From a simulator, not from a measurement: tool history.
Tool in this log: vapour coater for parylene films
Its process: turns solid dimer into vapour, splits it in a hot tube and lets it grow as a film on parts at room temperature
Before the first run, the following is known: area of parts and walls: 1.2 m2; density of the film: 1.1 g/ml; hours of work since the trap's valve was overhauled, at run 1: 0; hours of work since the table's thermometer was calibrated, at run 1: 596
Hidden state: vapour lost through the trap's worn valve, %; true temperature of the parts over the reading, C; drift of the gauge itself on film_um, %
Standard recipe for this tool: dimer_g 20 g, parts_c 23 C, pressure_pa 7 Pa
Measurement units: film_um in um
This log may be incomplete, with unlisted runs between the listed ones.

run	hour	dimer_g	parts_c	pressure_pa	hours of work since the trap's valve was overhauled	hours of work since the table's thermometer was calibrated	film_um
1	0	20	23	7	0	596	10.89
2	40.1	20	23	7	21	617	10.66
3	94.3	20	23	7	49	645	10.86
4	148.6	20	23	7	77	673	10.74
5	195.5	20	23	7	101	697	10.73
6	231.9	20	23	7	120	716	10.88
7	271.8	20	23	7	141	737	10.81
8	312.7	20	23	7	162	758	10.77
9	361.1	20	23	7	187	783	10.73
10	384.4	20	23	7	199	795	10.77
11	418	20	23	2.72	217	813	12.36
12	466.9	20	23	2.72	242	838	12.29
13	495.7	20	23	2.72	257	853	12.31
14	545.4	20	30	7	283	879	9.14
15	577.5	20	30	7	299	895	9.24
16	618.8	20	30	7	321	917	9.17
17	663.1	20	30	7	344	940	9.09
18	709.9	20	30	7	368	964	9.09
19	745.6	20	30	7	387	982	9.21
20	801.1	20	30	7	415	1011	9.1
21	849.7	12	23	7	441	1036	6.34
22	902.2	12	23	7	468	1064	6.37
23	926.5	20	20	7	480	1076	11.7
24	957.4	20	23	7	496	1092	10.9
25	1004.6	20	23	7	521	1117	10.6
26	1057.1	10	34	6.16	548	1144	4.24
# hour 1077.3: trap's valve overhauled
27	1111.3	20	19	2.91	18	1170	13.39
28	1141.4	20	19	2.91	33	1186	13.48
29	1174.9	27	17	6.45	51	1203	16.79
30	1229.8	27	17	6.45	79	1231	17.02
31	1256.9	27	17	6.45	93	1245	17.04
32	1285	18	30	2.98	108	1260	9.29
33	1319.6	18	30	2.98	126	1278	9.17
34	1348.8	14	30	2.82	141	1293	7.12
35	1404.8	16	17	11.66	170	1322	9.24
36	1445.3	13	16	6.07	191	1343	8.4
37	1499.1	13	16	6.07	219	1371	8.52
38	1541.6	14	20	6.07	241	1393	8.23
39	1575.7	14	20	6.07	258	1411	8.32
40	1624.9	12	16	6.09	284	1436	7.77
41	1657.7	12	16	6.09	301	1453	7.8
42	1688.3	20	31	4.74	317	1469	9.32
43	1717.7	20	31	4.74	332	1484	9.42
44	1755.7	20	17	6.26	352	1504	12.7
45	1784.4	34	25	4.49	367	1519	18.41
46	1828.7	24	23	4.83	390	1542	13.63
47	1879.4	24	23	4.83	416	1568	13.57

What if the next run were any one of these 3? Each begins from the tool's condition after run 47:
A	1916.1	20	17	7	435	1587	?
B	1916.1	14	23	6.28	435	1587	?
C	1916.1	24	18	4.83	435	1587	?

run	film_um
A	12.44
B	7.61
C	15.45
Without the tool's unlogged condition, the same runs would have read:
run	film_um
A	12.47
B	7.63
C	15.49
